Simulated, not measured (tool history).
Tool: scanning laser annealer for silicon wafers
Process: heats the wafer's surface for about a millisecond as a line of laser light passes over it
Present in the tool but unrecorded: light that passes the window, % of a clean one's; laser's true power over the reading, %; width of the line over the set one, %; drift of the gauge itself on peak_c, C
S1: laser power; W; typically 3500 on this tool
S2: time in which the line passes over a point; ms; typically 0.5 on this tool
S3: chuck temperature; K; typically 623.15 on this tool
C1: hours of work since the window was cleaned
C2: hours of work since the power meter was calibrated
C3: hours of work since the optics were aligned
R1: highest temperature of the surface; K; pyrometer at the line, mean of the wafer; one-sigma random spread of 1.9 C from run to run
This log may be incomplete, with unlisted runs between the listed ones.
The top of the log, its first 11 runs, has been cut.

run,hour,S1,S2,S3,C1,C2,C3,R1
# hour 283: window over the wafer cleaned
12,290.4,3500,0.5,623.15,3,358,515,1469.15
13,321.7,3500,0.5,623.15,17,371,528,1468.15
14,344.6,3500,0.5,623.15,26,381,538,1466.15
15,360.9,3500,0.5,623.15,33,388,545,1467.15
16,388.2,3500,0.5,623.15,45,399,557,1467.15
17,413.7,3803,0.5,623.15,56,410,567,1533.15
18,436.4,3803,0.5,623.15,66,420,577,1532.15
19,473.3,3500,0.5,653.15,82,436,593,1492.15
20,498.2,3500,0.5,627.15,92,447,604,1466.15
21,537.6,3500,0.5,623.15,109,463,621,1460.15
22,575.8,3500,0.5,623.15,125,480,637,1459.15
23,596.5,3301,0.5,602.15,134,489,646,1398.15
24,618,3017,0.589,663.15,144,498,655,1455.15
25,652.3,3500,0.581,625.15,158,513,670,1527.15
26,686.7,3397,0.518,658.15,173,527,684,1486.15
27,721.9,3397,0.471,591.15,188,542,700,1378.15
28,751,3397,0.471,591.15,201,555,712,1377.15
29,786.6,3397,0.471,591.15,216,570,727,1377.15
# hour 793.3: laser's power meter calibrated
30,811.2,3357,0.471,643.15,225,8,737,1420.15
31,847.3,3222,0.583,622.15,241,23,752,1451.15
32,886.7,3099,0.583,662.15,257,40,769,1464.15
# hour 909.1: laser's power meter calibrated, once more
33,914.9,3500,0.427,613.15,268,2,780,1379.15
34,954,3465,0.363,623.15,285,19,796,1324.15

Run 35, settings as shown, results not yet in. Your forecast:
35,987.5,3214,0.394,660.15,299,34,811,?

Run 35 yielded R1 1332.15 K.
Minus the tool's unlogged condition, the same run would have read R1 1348.15 K.
